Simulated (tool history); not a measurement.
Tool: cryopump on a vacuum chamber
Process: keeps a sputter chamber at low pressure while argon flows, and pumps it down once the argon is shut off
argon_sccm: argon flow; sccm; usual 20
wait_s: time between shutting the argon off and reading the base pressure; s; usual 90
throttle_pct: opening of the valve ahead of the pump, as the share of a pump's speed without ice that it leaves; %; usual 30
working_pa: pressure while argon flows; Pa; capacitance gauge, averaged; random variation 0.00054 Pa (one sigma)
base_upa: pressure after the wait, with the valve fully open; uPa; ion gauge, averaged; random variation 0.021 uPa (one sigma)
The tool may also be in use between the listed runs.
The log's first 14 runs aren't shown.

run,hour,argon_sccm,wait_s,throttle_pct,hours of work since the pump was warmed up and emptied,hours of work since the cold head was overhauled,hours of work since the chamber's fittings were tightened,working_pa,base_upa
15,968.7,20,90,30,347,1982,1623,0.056,1.51
16,1032.2,20,90,30,399,2034,1675,0.0565,1.58
17,1085.6,20,90,30,442,2078,1719,0.0573,1.64
18,1184.2,17,26,47,523,2159,1800,0.0316,2.47
19,1279.4,36,206,47,601,2237,1878,0.0675,1.59
# hour 1365.7: leaking fittings of the chamber tightened, without venting
20,1366.5,36,206,47,671,2306,1,0.0687,0.36
21,1459.6,20,90,36,747,2383,77,0.0487,0.56
# hour 1489.4: pump warmed up, emptied and cooled again
22,1553,12,90,36,52,2455,149,0.0277,0.55
23,1625.2,26,217,30,111,2514,209,0.0714,0.42
24,1687.4,12,48,22,162,2565,260,0.0461,0.89
25,1795.4,34,90,39,251,2654,348,0.0748,0.73
26,1894.1,34,90,39,332,2735,429,0.0742,0.82
27,2000.2,34,90,39,419,2821,516,0.075,0.84
28,2073.6,34,90,39,479,2882,576,0.076,0.91
29,2148.8,11,212,25,540,2943,638,0.0376,0.74
30,2205,11,212,25,586,2989,684,0.0374,0.74
31,2264.3,13,212,25,635,3038,732,0.0447,0.84
32,2323.9,13,212,25,684,3087,781,0.0448,0.83
33,2383,13,212,25,732,3135,830,0.0441,0.89
# hour 2424.3: pump warmed up, emptied and cooled again
34,2460,13,212,25,29,3194,889,0.0433,0.79

4 ways to go on from here, each from the tool as it stands after run 34. What would each give?
A,2507.3,13,90,23,68,3233,927,?,?
B,2507.3,20,94,30,68,3233,927,?,?
C,2507.3,39,136,38,68,3233,927,?,?
D,2507.3,13,212,41,68,3233,927,?,?

run,working_pa,base_upa
A,0.0471,1.05
B,0.0557,1.02
C,0.0867,0.99
D,0.0261,0.84
Without the tool's hidden state the same runs would have given:
run,working_pa,base_upa
A,0.0467,0.47
B,0.055,0.44
C,0.0854,0.4
D,0.0257,0.27

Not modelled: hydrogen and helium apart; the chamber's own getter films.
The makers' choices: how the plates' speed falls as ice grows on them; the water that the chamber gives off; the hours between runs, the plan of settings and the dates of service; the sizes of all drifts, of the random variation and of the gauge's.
